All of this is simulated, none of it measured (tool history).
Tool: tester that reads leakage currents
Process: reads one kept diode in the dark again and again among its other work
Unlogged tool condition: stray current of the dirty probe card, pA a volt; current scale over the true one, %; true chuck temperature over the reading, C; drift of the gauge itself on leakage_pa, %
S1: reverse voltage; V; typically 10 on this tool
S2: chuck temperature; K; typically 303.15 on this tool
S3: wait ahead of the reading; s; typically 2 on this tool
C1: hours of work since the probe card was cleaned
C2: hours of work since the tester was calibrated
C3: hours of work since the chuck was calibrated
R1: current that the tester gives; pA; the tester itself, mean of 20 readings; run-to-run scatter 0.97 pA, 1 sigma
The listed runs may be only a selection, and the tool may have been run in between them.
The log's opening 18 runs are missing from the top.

run    hour    S1      S2    S3    C1    C2    C3      R1
 19    2406   8.4  303.15     2  1112   255  1397  279.29
     2442.3  -- chuck's temperature calibrated
 20  2573.6    10  301.15  8.03  1233   376    96  282.83
 21  2702.8    10  301.15  8.03  1327   471   190  282.09
 22  2832.7    10  317.15  0.64  1422   565   285  818.41
 23  2962.5    10  317.15  0.64  1516   660   380  815.71
 24  3105.1    10  317.15  0.64  1621   764   484  811.53
 25  3184.8    10  317.15  0.64  1679   822   542  809.46
 26  3329.5    10  297.15  0.64  1784   928   648   207.5
 27  3476.1  11.7  305.15  2.01  1891  1035   754  387.75
 28  3646.4  11.7  305.15  2.01  2016  1159   879  384.03
 29  3772.1  11.7  305.15  2.01  2107  1251   971  383.99
 30  3901.2  11.7  305.15  2.01  2202  1345  1065   380.4
 31  4051.5   3.3  300.15  2.37  2311  1455  1174  156.45
 32  4205.9     2  294.15  5.03  2424  1568  1287    81.1
 33  4310.8   6.4  293.15  1.86  2501  1644  1364  122.86
     4396.6  -- chuck's temperature calibrated
 34  4449.5   1.3  315.15  2.12  2600  1744    39  310.76
 35  4605.5   1.3  315.15  2.12  2714  1858   152  308.37
 36  4779.7   1.3  315.15  2.12  2841  1985   280  307.86
 37  4864.3   1.3  315.15  2.12  2903  2047   341  305.75
 38  5018.8   1.3  315.15  2.12  3016  2159   454  305.38

Forecast each of these 5 alternatives for the next run:
  A  5094.5  3.2  303.15     2  3071  2215  509   ?
  B  5094.5  6.1  303.15  1.17  3071  2215  509   ?
  C  5094.5  1.3  300.15  0.34  3071  2215  509   ?
  D  5094.5  5.4  315.15  2.12  3071  2215  509   ?
  E  5094.5  1.3  315.15  1.21  3071  2215  509   ?

run      R1
  A  195.63
  B  261.39
  C   109.1
  D  550.57
  E  302.65
Without the tool's unlogged condition, the same runs would have read:
run      R1
  A  199.74
  B  265.66
  C  111.76
  D  563.16
  E  310.64

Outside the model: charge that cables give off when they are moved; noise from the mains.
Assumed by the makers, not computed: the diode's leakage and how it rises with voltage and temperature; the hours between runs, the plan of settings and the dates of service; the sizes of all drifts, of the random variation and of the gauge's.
